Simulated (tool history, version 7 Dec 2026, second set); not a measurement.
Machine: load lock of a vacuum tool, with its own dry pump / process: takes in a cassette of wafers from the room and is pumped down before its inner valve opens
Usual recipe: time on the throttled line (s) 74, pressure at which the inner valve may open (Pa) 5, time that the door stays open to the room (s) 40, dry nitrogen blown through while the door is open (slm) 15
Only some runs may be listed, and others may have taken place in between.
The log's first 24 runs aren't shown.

run      day  time on the throttled line (s)  pressure at which the inner valve may open (Pa)  time that the door stays open to the room (s)  dry nitrogen blown through while the door is open (slm)  incoming humidity of the room's air, %  time from the closed door until the inner valve may open (s)  rise of the pressure with all valves shut (Pa/min)
 25  210.688                              74                                                5                                             68                                                       14                                    44.7                                                         125.8                                               0.035
 26  216.979                             140                                                5                                             68                                                       14                                    45.3                                                         185.3                                               0.038
 27  222.125                             140                                                8                                             68                                                       14                                    41.7                                                         182.7                                               0.036
 28  230.767                             138                                                8                                             68                                                       14                                    48.5                                                         178.8                                               0.039
 29  238.371                              74                                                5                                             37                                                       15                                    44.7                                                         126.9                                               0.030
 30  247.346                              74                                                5                                             44                                                       11                                    49.3                                                         125.6                                               0.039
 31  256.596                              74                                                5                                             44                                                       11                                    46.5                                                         127.8                                               0.037
 32  261.833                              74                                                5                                             44                                                       11                                    44.2                                                         125.9                                               0.031
 33  270.421                              74                                                5                                             54                                                       11                                    47.8                                                         126.1                                               0.038
 34  275.504                             105                                                5                                             45                                                       11                                    43.8                                                         153.2                                               0.038
 35  281.992                              55                                                7                                             71                                                       30                                    44.4                                                         107.3                                               0.033
 36  290.800                              97                                                5                                             40                                                       15                                    42.8                                                         146.7                                               0.028

Each row is a separate what-if for the run after 36, all from the same tool condition, not one after another. Results?
  A  300.500                              77                                                8                                             40                                                       37                                    44.2                                                             ?                                                   ?
  B  300.500                              66                                                7                                             40                                                       15                                    45.1                                                             ?                                                   ?
  C  300.500                             111                                                8                                             40                                                        4                                    44.3                                                             ?                                                   ?
  D  300.500                              74                                                5                                             36                                                       26                                    47.0                                                             ?                                                   ?

run  time from the closed door until the inner valve may open (s)  rise of the pressure with all valves shut (Pa/min)
  A                                                         126.3                                               0.016
  B                                                         116.3                                               0.033
  C                                                         154.8                                               0.039
  D                                                         124.7                                               0.027
Stripped of hidden state, with their random variation kept, the same runs would have yielded:
run  time from the closed door until the inner valve may open (s)  rise of the pressure with all valves shut (Pa/min)
  A                                                         126.2                                               0.015
  B                                                         116.3                                               0.032
  C                                                         154.7                                               0.038
  D                                                         124.7                                               0.026
